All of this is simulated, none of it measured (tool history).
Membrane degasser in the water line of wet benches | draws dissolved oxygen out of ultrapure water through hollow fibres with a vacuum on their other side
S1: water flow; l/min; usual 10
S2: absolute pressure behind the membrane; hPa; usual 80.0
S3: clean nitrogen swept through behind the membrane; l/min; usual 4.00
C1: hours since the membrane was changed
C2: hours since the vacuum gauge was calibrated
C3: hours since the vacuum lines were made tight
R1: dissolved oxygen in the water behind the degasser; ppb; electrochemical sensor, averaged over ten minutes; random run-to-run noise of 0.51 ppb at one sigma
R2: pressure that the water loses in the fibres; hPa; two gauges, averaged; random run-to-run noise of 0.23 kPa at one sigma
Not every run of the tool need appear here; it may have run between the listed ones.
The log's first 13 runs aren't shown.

run	day	S1	S2	S3	C1	C2	C3	R1	R2
# day 37.575: vacuum gauge calibrated
14	40.075	10	80.0	4.00	2652	60	196	42.9	593.5
15	43.450	10	80.0	4.00	2733	141	277	43.9	598.6
# day 47.321: vacuum gauge calibrated, once more
16	47.512	7	154.5	2.42	2830	5	374	90.3	414.4
17	49.521	7	140.8	2.94	2878	53	422	65.6	417.9
18	51.488	7	140.8	2.94	2926	100	470	65.1	416.5
19	54.696	7	51.2	4.26	3003	177	547	9.1	418.2
20	56.371	10	50.7	4.00	3043	217	587	24.8	594.7
21	60.138	10	50.7	4.00	3133	308	677	24.3	598.6
22	63.717	10	80.0	3.81	3219	393	763	43.3	595.0
23	66.767	10	80.0	3.81	3292	467	836	45.3	598.0
24	68.696	10	125.2	5.58	3339	513	883	55.4	597.1
25	72.388	11	80.0	2.21	3427	602	971	80.2	660.5
26	75.592	16	177.9	4.00	3504	679	1048	252.4	955.4
27	78.108	16	177.9	6.80	3564	739	1108	205.7	956.8
28	80.717	8	80.0	1.74	3627	802	1171	57.1	480.5
29	82.821	8	80.0	1.74	3678	852	1222	57.2	477.0
30	85.179	9	80.0	9.60	3734	909	1278	18.4	542.8

Predict each of these 5 candidate next runs independently; none follows another, all start after run 30:
A	89.342	7	75.0	10.89	3834	1008	1378	?	?
B	89.342	10	189.6	4.00	3834	1008	1378	?	?
C	89.342	9	62.9	9.60	3834	1008	1378	?	?
D	89.342	11	103.3	4.26	3834	1008	1378	?	?
E	89.342	10	181.3	8.48	3834	1008	1378	?	?

run	R1	R2
A	8.5	417.9
B	109.1	601.1
C	14.4	537.6
D	69.1	658.6
E	57.5	595.0
With the hidden condition removed and each run's random variation left untouched, the same runs would have given:
run	R1	R2
A	8.2	411.3
B	107.2	591.7
C	13.6	529.1
D	66.7	648.3
E	55.9	585.6
